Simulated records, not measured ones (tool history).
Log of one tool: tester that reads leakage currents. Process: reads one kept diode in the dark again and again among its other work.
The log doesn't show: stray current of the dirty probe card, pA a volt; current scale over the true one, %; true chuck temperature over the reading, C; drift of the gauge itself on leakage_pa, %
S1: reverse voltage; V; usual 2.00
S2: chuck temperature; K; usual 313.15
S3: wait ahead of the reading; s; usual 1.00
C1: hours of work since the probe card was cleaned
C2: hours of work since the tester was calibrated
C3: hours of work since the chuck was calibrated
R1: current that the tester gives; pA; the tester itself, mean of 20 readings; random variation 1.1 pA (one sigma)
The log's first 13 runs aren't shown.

run   hour     S1      S2    S3   C1    C2   C3       R1
 14  366.3   2.00  313.15  1.00   25   790  182   382.33
 15  404.7   2.00  313.15  1.00   44   808  200   382.52
 16  431.7   2.00  313.15  1.00   57   821  214   382.08
 17  462.8   2.00  313.15  1.00   72   837  229   381.19
 18  497.3   2.00  313.15  1.00   89   853  245   379.82
     525.5  -- probe card cleaned and baked, once more
 19  526.3   2.00  313.15  1.00    0   866  258   379.02
 20  563.2   2.00  305.15  1.00   18   884  276   216.41
 21  596.9  17.17  313.15  1.00   35   900  292  1009.23
 22  629.3   2.74  303.15  0.71   50   916  308   216.85
 23  657.8  12.36  328.15  0.37   64   930  322  2296.68
 24  695.2  12.36  295.15  1.56   82   948  340   237.47
 25  713.1  12.36  295.15  1.56   91   957  349   238.48
 26  740.5  12.36  295.15  1.56  105   970  362   237.58
 27  766.4   3.37  328.15  1.19  117   983  375  1278.91
 28  786.5   3.37  328.15  1.19  127   992  385  1273.99
 29  809.5  12.19  305.15  1.12  138  1004  396   496.71
 30  848.2  12.19  305.15  1.12  157  1022  415   494.29

The next listed run, before its measurement:
 31  883.5  12.19  305.15  1.12  174  1040  432   ?

R1: 498.05 pA
Without the tool's hidden state the same run would have given R1 494.02 pA.
